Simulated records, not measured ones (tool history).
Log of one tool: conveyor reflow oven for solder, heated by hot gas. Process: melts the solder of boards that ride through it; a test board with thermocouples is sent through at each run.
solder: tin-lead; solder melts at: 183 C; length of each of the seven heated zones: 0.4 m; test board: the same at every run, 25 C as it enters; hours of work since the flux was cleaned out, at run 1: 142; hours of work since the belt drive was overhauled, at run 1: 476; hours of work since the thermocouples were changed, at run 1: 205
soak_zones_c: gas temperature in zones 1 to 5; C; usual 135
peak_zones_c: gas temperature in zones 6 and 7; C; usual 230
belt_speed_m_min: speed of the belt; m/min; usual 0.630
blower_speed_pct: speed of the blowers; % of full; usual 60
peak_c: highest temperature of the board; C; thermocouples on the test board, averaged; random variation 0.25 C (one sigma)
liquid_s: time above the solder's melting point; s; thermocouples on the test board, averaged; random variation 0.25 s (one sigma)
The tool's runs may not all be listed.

| run | hour | soak_zones_c | peak_zones_c | belt_speed_m_min | blower_speed_pct | hours of work since the flux was cleaned out | hours of work since the belt drive was overhauled | hours of work since the thermocouples were changed | peak_c | liquid_s |
|---|---|---|---|---|---|---|---|---|---|---|
| 1 | 0.0 | 135 | 230 | 0.630 | 60 | 142 | 476 | 205 | 212.4 | 52.3 |
| 2 | 75.9 | 135 | 230 | 0.630 | 60 | 188 | 521 | 250 | 212.1 | 51.7 |
| 3 | 139.9 | 135 | 230 | 0.630 | 78 | 226 | 560 | 289 | 215.0 | 55.5 |
| 4 | 185.6 | 135 | 230 | 0.630 | 78 | 253 | 587 | 316 | 215.0 | 55.0 |
| 5 | 243.2 | 135 | 230 | 0.630 | 78 | 288 | 622 | 351 | 214.2 | 54.4 |
| 6 | 282.8 | 135 | 230 | 0.630 | 60 | 312 | 645 | 374 | 210.5 | 50.9 |
| 7 | 368.9 | 135 | 230 | 0.630 | 60 | 363 | 697 | 426 | 210.6 | 50.4 |
| 8 | 439.6 | 135 | 230 | 0.630 | 72 | 406 | 739 | 468 | 212.5 | 53.1 |
| 9 | 527.8 | 135 | 230 | 0.630 | 72 | 459 | 792 | 521 | 212.1 | 52.6 |
|  | 590.7 | flux residue cleaned out of gas plates and filters |
| 10 | 590.7 | 135 | 230 | 0.630 | 72 | 0 | 827 | 556 | 214.8 | 55.6 |
| 11 | 676.0 | 135 | 230 | 0.531 | 72 | 51 | 878 | 607 | 218.4 | 71.2 |
| 12 | 738.6 | 135 | 230 | 0.531 | 72 | 89 | 916 | 645 | 218.7 | 70.6 |
| 13 | 807.5 | 135 | 230 | 0.531 | 72 | 130 | 957 | 686 | 217.9 | 70.4 |
| 14 | 880.6 | 135 | 230 | 0.531 | 72 | 174 | 1001 | 730 | 217.7 | 70.4 |
| 15 | 967.0 | 135 | 230 | 0.531 | 72 | 226 | 1052 | 781 | 217.5 | 69.8 |
| 16 | 1024.8 | 135 | 230 | 0.531 | 72 | 260 | 1087 | 816 | 217.5 | 69.5 |
| 17 | 1111.7 | 147 | 219 | 0.555 | 77 | 312 | 1139 | 868 | 207.8 | 63.6 |
| 18 | 1176.8 | 121 | 223 | 0.715 | 71 | 351 | 1178 | 907 | 199.1 | 28.9 |
| 19 | 1247.0 | 121 | 223 | 0.715 | 71 | 393 | 1220 | 949 | 199.3 | 28.5 |
|  | 1281.9 | thermocouples of zones 6 and 7 changed |
| 20 | 1294.5 | 135 | 222 | 0.630 | 60 | 421 | 1247 | 8 | 205.6 | 45.4 |
| 21 | 1382.8 | 135 | 240 | 0.630 | 60 | 474 | 1300 | 60 | 220.3 | 58.6 |
|  | 1423.4 | flux residue cleaned out of gas plates and filters |
| 22 | 1437.6 | 137 | 240 | 0.630 | 60 | 8 | 1330 | 90 | 223.2 | 61.8 |
| 23 | 1479.4 | 129 | 230 | 0.630 | 60 | 34 | 1355 | 115 | 213.1 | 51.9 |
| 24 | 1548.6 | 146 | 232 | 0.669 | 55 | 75 | 1397 | 157 | 213.9 | 54.4 |
| 25 | 1617.3 | 134 | 232 | 0.669 | 63 | 116 | 1438 | 198 | 213.7 | 50.1 |
| 26 | 1681.3 | 132 | 231 | 0.669 | 63 | 155 | 1476 | 236 | 212.0 | 48.3 |
| 27 | 1747.9 | 132 | 231 | 0.669 | 63 | 194 | 1516 | 276 | 211.9 | 48.5 |
| 28 | 1830.5 | 135 | 243 | 0.503 | 63 | 244 | 1566 | 326 | 231.3 | 83.3 |
| 29 | 1911.1 | 135 | 243 | 0.503 | 63 | 292 | 1614 | 374 | 230.5 | 83.5 |
|  | 1960.3 | belt drive overhauled, speed set with a stopwatch |
| 30 | 1964.3 | 146 | 235 | 0.503 | 54 | 322 | 2 | 404 | 222.5 | 80.7 |

How the hidden state differs across the entries between the runs, from the last listed run before each to the first after it:
Between runs 9 and 10: flux residue cleaned out of gas plates and filters (hour 590.7)
  heat that the gas passes to the board, % of a clean oven's: 88.1 -> 99.3; belt's true speed, % of the reading: 99.29 -> 99.26; true gas temperature in zones 6 and 7 over the reading, C: -2.22 -> -2.33
  measured less the result without the state, peak_c: -4.6 -> -2.1 C; liquid_s: -4.1 -> -1.1 s
Between runs 19 and 20: thermocouples of zones 6 and 7 changed (hour 1281.9)
  heat that the gas passes to the board, % of a clean oven's: 90.2 -> 89.6; belt's true speed, % of the reading: 98.88 -> 98.85; true gas temperature in zones 6 and 7 over the reading, C: -3.46 -> -0.33
  measured less the result without the state, peak_c: -5.4 -> -2.2 C; liquid_s: -6.2 -> -2.5 s
Between runs 21 and 22: flux residue cleaned out of gas plates and filters (hour 1423.4)
  heat that the gas passes to the board, % of a clean oven's: 88.4 -> 99.3; belt's true speed, % of the reading: 98.8 -> 98.78; true gas temperature in zones 6 and 7 over the reading, C: -0.48 -> -0.57
  measured less the result without the state, peak_c: -2.8 -> -0.3 C; liquid_s: -1.6 -> +0.6 s
Between runs 29 and 30: belt drive overhauled, speed set with a stopwatch (hour 1960.3)
  heat that the gas passes to the board, % of a clean oven's: 92.5 -> 91.8; belt's true speed, % of the reading: 98.51 -> 100; true gas temperature in zones 6 and 7 over the reading, C: -1.39 -> -1.48
  measured less the result without the state, peak_c: -2.3 -> -2.5 C; liquid_s: -0.2 -> -2.1 s

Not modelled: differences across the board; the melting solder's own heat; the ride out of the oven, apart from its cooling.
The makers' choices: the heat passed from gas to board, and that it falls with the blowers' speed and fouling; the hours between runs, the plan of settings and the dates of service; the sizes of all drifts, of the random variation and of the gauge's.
